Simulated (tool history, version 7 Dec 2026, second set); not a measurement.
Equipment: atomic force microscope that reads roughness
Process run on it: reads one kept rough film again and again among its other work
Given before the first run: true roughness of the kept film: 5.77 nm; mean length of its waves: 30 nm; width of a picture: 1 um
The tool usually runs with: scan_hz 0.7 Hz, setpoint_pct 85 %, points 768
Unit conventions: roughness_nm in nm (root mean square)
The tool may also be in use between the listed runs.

run  hour  scan_hz  setpoint_pct  points  roughness_nm
  1     0      0.7            85     768         4.702
  2  10.8      0.7            85     768          4.65
  3  16.2    0.887            85     768          4.61
  4  26.3      0.7            85     271         4.613
  5  34.8      0.7            85     271         4.597
  6  39.4      0.7            85     271         4.614
  7  47.7      0.7            85     271         4.586
  8  58.1    1.429            85     587         4.468
  9    67    0.513            73     762         4.757
 10    76    0.997            71     640         4.727
 11  84.7    0.997            65     314         4.729
 12  90.6    0.997            65     314         4.726

Run 13 is up next; what results do you expect?
 13  99.5      0.7            85     354             ?

Run 13 yielded roughness_nm 4.617 nm (root mean square).
On a tool with no hidden condition, and with the same random variation, this run would have come out at roughness_nm 4.628 nm (root mean square).
